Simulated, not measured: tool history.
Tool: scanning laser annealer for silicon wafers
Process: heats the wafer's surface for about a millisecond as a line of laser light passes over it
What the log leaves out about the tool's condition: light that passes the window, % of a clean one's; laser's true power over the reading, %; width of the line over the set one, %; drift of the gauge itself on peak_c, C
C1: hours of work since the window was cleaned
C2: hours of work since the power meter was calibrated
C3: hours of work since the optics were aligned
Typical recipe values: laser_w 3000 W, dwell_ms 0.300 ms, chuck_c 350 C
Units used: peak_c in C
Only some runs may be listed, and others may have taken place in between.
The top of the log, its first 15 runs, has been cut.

{"run": 16, "hour": 228.3, "laser_w": 3000, "dwell_ms": 0.237, "chuck_c": 313, "C1": 11, "C2": 326, "C3": 556, "peak_c": 992}
{"run": 17, "hour": 240.5, "laser_w": 3000, "dwell_ms": 0.237, "chuck_c": 313, "C1": 17, "C2": 331, "C3": 561, "peak_c": 988}
{"run": 18, "hour": 257.2, "laser_w": 3000, "dwell_ms": 0.237, "chuck_c": 313, "C1": 25, "C2": 339, "C3": 569, "peak_c": 989}
{"run": 19, "hour": 267.9, "laser_w": 3000, "dwell_ms": 0.3, "chuck_c": 350, "C1": 30, "C2": 344, "C3": 574, "peak_c": 1122}
{"run": 20, "hour": 281.3, "laser_w": 2801, "dwell_ms": 0.3, "chuck_c": 350, "C1": 36, "C2": 351, "C3": 580, "peak_c": 1058}
{"run": 21, "hour": 297.1, "laser_w": 2801, "dwell_ms": 0.3, "chuck_c": 350, "C1": 44, "C2": 358, "C3": 588, "peak_c": 1056}
{"run": 22, "hour": 309.0, "laser_w": 2801, "dwell_ms": 0.3, "chuck_c": 350, "C1": 49, "C2": 364, "C3": 593, "peak_c": 1058}
{"run": 23, "hour": 324.5, "laser_w": 2649, "dwell_ms": 0.236, "chuck_c": 350, "C1": 57, "C2": 371, "C3": 601, "peak_c": 933}
{"run": 24, "hour": 339.9, "laser_w": 2649, "dwell_ms": 0.236, "chuck_c": 350, "C1": 64, "C2": 378, "C3": 608, "peak_c": 931}
{"run": 25, "hour": 354.0, "laser_w": 2884, "dwell_ms": 0.277, "chuck_c": 379, "C1": 71, "C2": 385, "C3": 615, "peak_c": 1083}
{"run": 26, "hour": 364.0, "laser_w": 3000, "dwell_ms": 0.3, "chuck_c": 360, "C1": 75, "C2": 390, "C3": 619, "peak_c": 1128}
{"run": 27, "hour": 376.1, "laser_w": 3000, "dwell_ms": 0.3, "chuck_c": 360, "C1": 81, "C2": 395, "C3": 625, "peak_c": 1126}
{"run": 28, "hour": 395.2, "laser_w": 2907, "dwell_ms": 0.212, "chuck_c": 350, "C1": 90, "C2": 404, "C3": 634, "peak_c": 962}
{"run": 29, "hour": 410.4, "laser_w": 2907, "dwell_ms": 0.212, "chuck_c": 350, "C1": 97, "C2": 411, "C3": 641, "peak_c": 960}
{"run": 30, "hour": 424.9, "laser_w": 3000, "dwell_ms": 0.246, "chuck_c": 389, "C1": 104, "C2": 418, "C3": 648, "peak_c": 1076}
{"run": 31, "hour": 434.0, "laser_w": 3165, "dwell_ms": 0.246, "chuck_c": 326, "C1": 108, "C2": 423, "C3": 652, "peak_c": 1061}
{"run": 32, "hour": 443.0, "laser_w": 2754, "dwell_ms": 0.228, "chuck_c": 382, "C1": 112, "C2": 427, "C3": 657, "peak_c": 972}
{"run": 33, "hour": 461.9, "laser_w": 2754, "dwell_ms": 0.228, "chuck_c": 382, "C1": 121, "C2": 436, "C3": 666, "peak_c": 974}
{"run": 34, "hour": 477.9, "laser_w": 2829, "dwell_ms": 0.312, "chuck_c": 375, "C1": 129, "C2": 443, "C3": 673, "peak_c": 1103}
{"run": 35, "hour": 498.1, "laser_w": 2829, "dwell_ms": 0.312, "chuck_c": 375, "C1": 138, "C2": 453, "C3": 683, "peak_c": 1106}
{"run": 36, "hour": 517.2, "laser_w": 2829, "dwell_ms": 0.312, "chuck_c": 375, "C1": 147, "C2": 462, "C3": 692, "peak_c": 1104}
{"run": 37, "hour": 536.1, "laser_w": 2706, "dwell_ms": 0.365, "chuck_c": 382, "C1": 156, "C2": 471, "C3": 700, "peak_c": 1133}
{"run": 38, "hour": 546.2, "laser_w": 2782, "dwell_ms": 0.362, "chuck_c": 325, "C1": 161, "C2": 475, "C3": 705, "peak_c": 1097}
{"run": 39, "hour": 565.9, "laser_w": 2782, "dwell_ms": 0.362, "chuck_c": 325, "C1": 170, "C2": 485, "C3": 714, "peak_c": 1100}
{"run": 40, "hour": 580.4, "laser_w": 2782, "dwell_ms": 0.362, "chuck_c": 325, "C1": 177, "C2": 491, "C3": 721, "peak_c": 1094}

Each row is a separate what-if for the run after 40, all from the same tool condition, not one after another. Results?
{"run": "A", "hour": 593.2, "laser_w": 2670, "dwell_ms": 0.307, "chuck_c": 327, "C1": 183, "C2": 497, "C3": 727, "peak_c": "?"}
{"run": "B", "hour": 593.2, "laser_w": 2773, "dwell_ms": 0.379, "chuck_c": 364, "C1": 183, "C2": 497, "C3": 727, "peak_c": "?"}
{"run": "C", "hour": 593.2, "laser_w": 2782, "dwell_ms": 0.265, "chuck_c": 325, "C1": 183, "C2": 497, "C3": 727, "peak_c": "?"}
{"run": "D", "hour": 593.2, "laser_w": 3000, "dwell_ms": 0.213, "chuck_c": 350, "C1": 183, "C2": 497, "C3": 727, "peak_c": "?"}
{"run": "E", "hour": 593.2, "laser_w": 3000, "dwell_ms": 0.277, "chuck_c": 350, "C1": 183, "C2": 497, "C3": 727, "peak_c": "?"}

run=A peak_c=999
run=B peak_c=1150
run=C peak_c=972
run=D peak_c=980
run=E peak_c=1079
With no hidden state in the tool, these same runs would have given:
run=A peak_c=1013
run=B peak_c=1166
run=C peak_c=985
run=D peak_c=993
run=E peak_c=1094
